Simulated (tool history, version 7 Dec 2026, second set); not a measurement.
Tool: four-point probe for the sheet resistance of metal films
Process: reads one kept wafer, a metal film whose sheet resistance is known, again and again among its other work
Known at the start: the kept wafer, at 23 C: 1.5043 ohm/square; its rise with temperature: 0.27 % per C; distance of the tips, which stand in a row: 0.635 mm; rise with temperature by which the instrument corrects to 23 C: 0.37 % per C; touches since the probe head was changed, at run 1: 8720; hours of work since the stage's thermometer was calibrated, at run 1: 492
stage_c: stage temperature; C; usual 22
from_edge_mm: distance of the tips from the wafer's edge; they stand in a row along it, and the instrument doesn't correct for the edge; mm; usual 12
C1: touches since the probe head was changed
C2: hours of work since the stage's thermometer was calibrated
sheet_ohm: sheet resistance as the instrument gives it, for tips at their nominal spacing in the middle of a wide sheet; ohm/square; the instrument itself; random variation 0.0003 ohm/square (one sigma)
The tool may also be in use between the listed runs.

run 1 hour=0 | stage_c=22 from_edge_mm=12 | C1=8720 C2=492 | sheet_ohm=1.504327
run 2 hour=37.3 | stage_c=32 from_edge_mm=12 | C1=10332 C2=516 | sheet_ohm=1.491575
run 3 hour=84.6 | stage_c=25 from_edge_mm=12 | C1=12380 C2=547 | sheet_ohm=1.500591
run 4 hour=120.8 | stage_c=22 from_edge_mm=41 | C1=13947 C2=570 | sheet_ohm=1.503146
run 5 hour=160.2 | stage_c=22 from_edge_mm=12 | C1=15649 C2=595 | sheet_ohm=1.505315
run 6 hour=198.7 | stage_c=22 from_edge_mm=12 | C1=17318 C2=620 | sheet_ohm=1.505167
run 7 hour=224.7 | stage_c=22 from_edge_mm=12 | C1=18440 C2=637 | sheet_ohm=1.505792
run 8 hour=254.1 | stage_c=22 from_edge_mm=12 | C1=19712 C2=655 | sheet_ohm=1.505779
run 9 hour=304.2 | stage_c=22 from_edge_mm=12 | C1=21883 C2=688 | sheet_ohm=1.506268
run 10 hour=328.5 | stage_c=22 from_edge_mm=12 | C1=22934 C2=703 | sheet_ohm=1.50605
run 11 hour=357.1 | stage_c=22 from_edge_mm=12 | C1=24169 C2=721 | sheet_ohm=1.506181
run 12 hour=405.5 | stage_c=22 from_edge_mm=12 | C1=26266 C2=753 | sheet_ohm=1.506198
run 13 hour=431.2 | stage_c=22 from_edge_mm=12 | C1=27378 C2=769 | sheet_ohm=1.506572
run 14 hour=469.4 | stage_c=22 from_edge_mm=12 | C1=29031 C2=794 | sheet_ohm=1.507262
run 15 hour=519 | stage_c=22 from_edge_mm=12 | C1=31175 C2=825 | sheet_ohm=1.507516
run 16 hour=564.9 | stage_c=22 from_edge_mm=12 | C1=33160 C2=855 | sheet_ohm=1.507385
run 17 hour=589.4 | stage_c=22 from_edge_mm=12 | C1=34220 C2=870 | sheet_ohm=1.507785
run 18 hour=641.3 | stage_c=22 from_edge_mm=12 | C1=36465 C2=904 | sheet_ohm=1.507826
run 19 hour=680.6 | stage_c=22 from_edge_mm=12 | C1=38168 C2=929 | sheet_ohm=1.508519
run 20 hour=720.3 | stage_c=22 from_edge_mm=12 | C1=39884 C2=954 | sheet_ohm=1.508919
run 21 hour=768.4 | stage_c=22 from_edge_mm=9 | C1=41966 C2=985 | sheet_ohm=1.510433
run 22 hour=796.7 | stage_c=22 from_edge_mm=9 | C1=43192 C2=1003 | sheet_ohm=1.510918
run 23 hour=829.3 | stage_c=22 from_edge_mm=9 | C1=44603 C2=1024 | sheet_ohm=1.511432
run 24 hour=861.5 | stage_c=18 from_edge_mm=70 | C1=45996 C2=1045 | sheet_ohm=1.513442
run 25 hour=893.1 | stage_c=18 from_edge_mm=70 | C1=47361 C2=1065 | sheet_ohm=1.513569
run 26 hour=924.9 | stage_c=28 from_edge_mm=12 | C1=48737 C2=1086 | sheet_ohm=1.501117
run 27 hour=965 | stage_c=30 from_edge_mm=5 | C1=50472 C2=1111 | sheet_ohm=1.508737
run 28 hour=1009.8 | stage_c=19 from_edge_mm=28 | C1=52410 C2=1140 | sheet_ohm=1.512434
run 29 hour=1042.8 | stage_c=27 from_edge_mm=12 | C1=53840 C2=1161 | sheet_ohm=1.503564
run 30 hour=1073.3 | stage_c=31 from_edge_mm=29 | C1=55157 C2=1181 | sheet_ohm=1.496965
run 31 hour=1120.8 | stage_c=33 from_edge_mm=42 | C1=57212 C2=1211 | sheet_ohm=1.49393
run 32 hour=1159.6 | stage_c=32 from_edge_mm=54 | C1=58892 C2=1236 | sheet_ohm=1.495076
run 33 hour=1197.1 | stage_c=23 from_edge_mm=29 | C1=60516 C2=1260 | sheet_ohm=1.508086
run 34 hour=1222.4 | stage_c=25 from_edge_mm=4 | C1=61609 C2=1276 | sheet_ohm=1.525218
run 35 hour=1264.6 | stage_c=19 from_edge_mm=3 | C1=63433 C2=1304 | sheet_ohm=1.548803
run 36 hour=1316.7 | stage_c=22 from_edge_mm=21 | C1=65690 C2=1337 | sheet_ohm=1.509614
run 37 hour=1359.5 | stage_c=27 from_edge_mm=54 | C1=67542 C2=1364 | sheet_ohm=1.503251
run 38 hour=1397.7 | stage_c=23 from_edge_mm=6 | C1=69192 C2=1389 | sheet_ohm=1.516925
run 39 hour=1444 | stage_c=23 from_edge_mm=6 | C1=71198 C2=1419 | sheet_ohm=1.518116
run 40 hour=1476.3 | stage_c=20 from_edge_mm=62 | C1=72597 C2=1439 | sheet_ohm=1.513714
run 41 hour=1523.2 | stage_c=20 from_edge_mm=62 | C1=74622 C2=1469 | sheet_ohm=1.513468
run 42 hour=1562.3 | stage_c=20 from_edge_mm=62 | C1=76314 C2=1494 | sheet_ohm=1.51329
run 43 hour=1605 | stage_c=20 from_edge_mm=62 | C1=78165 C2=1522 | sheet_ohm=1.513919
run 44 hour=1644 | stage_c=27 from_edge_mm=52 | C1=79850 C2=1547 | sheet_ohm=1.50373

Measured less the same run without the tool's hidden state. The same run-to-run variation is in both; the gauge's scatter may not be:
The hidden state here: inner tips' distance over the nominal, %; tips' flats over new ones', %; wafer's true temperature over the reading, C; drift of the gauge itself on sheet_ohm, %.
run=1 sheet_ohm=-0.00353
run=2 sheet_ohm=-0.003314
run=3 sheet_ohm=-0.003069
run=4 sheet_ohm=-0.002864
run=5 sheet_ohm=-0.002655
run=6 sheet_ohm=-0.002449
run=7 sheet_ohm=-0.002313
run=8 sheet_ohm=-0.002138
run=9 sheet_ohm=-0.001868
run=10 sheet_ohm=-0.001729
run=11 sheet_ohm=-0.001565
run=12 sheet_ohm=-0.001299
run=13 sheet_ohm=-0.001141
run=14 sheet_ohm=-0.00093
run=15 sheet_ohm=-0.000642
run=16 sheet_ohm=-0.000396
run=17 sheet_ohm=-0.000261
run=18 sheet_ohm=+0.000035
run=19 sheet_ohm=+0.000252
run=20 sheet_ohm=+0.000482
run=21 sheet_ohm=+0.000757
run=22 sheet_ohm=+0.000907
run=23 sheet_ohm=+0.001095
run=24 sheet_ohm=+0.001301
run=25 sheet_ohm=+0.001481
run=26 sheet_ohm=+0.001612
run=27 sheet_ohm=+0.001823
run=28 sheet_ohm=+0.002121
run=29 sheet_ohm=+0.002245
run=30 sheet_ohm=+0.002395
run=31 sheet_ohm=+0.00265
run=32 sheet_ohm=+0.002875
run=33 sheet_ohm=+0.003147
run=34 sheet_ohm=+0.003294
run=35 sheet_ohm=+0.00361
run=36 sheet_ohm=+0.003791
run=37 sheet_ohm=+0.00399
run=38 sheet_ohm=+0.004262
run=39 sheet_ohm=+0.004532
run=40 sheet_ohm=+0.004723
run=41 sheet_ohm=+0.004996
run=42 sheet_ohm=+0.005213
run=43 sheet_ohm=+0.005458
run=44 sheet_ohm=+0.005614
